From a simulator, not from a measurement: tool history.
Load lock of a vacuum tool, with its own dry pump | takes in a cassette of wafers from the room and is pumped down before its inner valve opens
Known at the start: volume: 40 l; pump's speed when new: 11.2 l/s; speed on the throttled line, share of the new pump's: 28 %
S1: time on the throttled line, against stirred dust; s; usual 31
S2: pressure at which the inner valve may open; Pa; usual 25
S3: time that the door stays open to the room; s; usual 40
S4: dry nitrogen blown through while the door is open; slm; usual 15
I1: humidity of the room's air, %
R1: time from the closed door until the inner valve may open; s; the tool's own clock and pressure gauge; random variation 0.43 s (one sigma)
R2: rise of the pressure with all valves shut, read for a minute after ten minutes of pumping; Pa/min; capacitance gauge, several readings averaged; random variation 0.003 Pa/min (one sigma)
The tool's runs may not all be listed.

run	hour	S1	S2	S3	S4	I1	R1	R2
1	0	31	25	40	15	43	53.6	0.075
2	91.2	31	25	40	15	46.8	52.9	0.081
3	156.3	31	25	30	15	43.6	53.4	0.076
4	317.6	31	25	30	15	45.9	53.6	0.075
5	461.4	31	25	30	15	46	53.2	0.08
6	610.9	31	25	40	15	50.6	52.9	0.095
7	771	31	25	59	15	43	53.8	0.1
8	891.5	31	25	59	15	44.9	54.2	0.099
9	965.4	31	25	59	15	44.2	53.4	0.102
10	1032.4	21	25	55	11	45.2	47.1	0.106
11	1151.5	21	25	55	11	46	46.7	0.106
12	1250.9	19	25	40	15	43.2	46.1	0.092
13	1343.1	31	29	64	29	45.4	53.6	0.097
14	1446.4	29	25	40	7	43.3	52.7	0.111
15	1519.1	29	25	40	7	45.9	52.1	0.106

4 ways to go on from here, each from the tool as it stands after run 15. What would each give?
A	1612.4	22	25	37	9	45.4	?	?
B	1612.4	29	29	40	38	45.3	?	?
C	1612.4	31	23	211	15	46.6	?	?
D	1612.4	29	24	109	33	44.3	?	?

run	R1	R2
A	47.8	0.104
B	51.6	0.089
C	54	0.151
D	52.4	0.104
Without the tool's hidden state the same runs would have given:
run	R1	R2
A	45.7	0.045
B	49.7	0.029
C	52.1	0.091
D	50.5	0.046

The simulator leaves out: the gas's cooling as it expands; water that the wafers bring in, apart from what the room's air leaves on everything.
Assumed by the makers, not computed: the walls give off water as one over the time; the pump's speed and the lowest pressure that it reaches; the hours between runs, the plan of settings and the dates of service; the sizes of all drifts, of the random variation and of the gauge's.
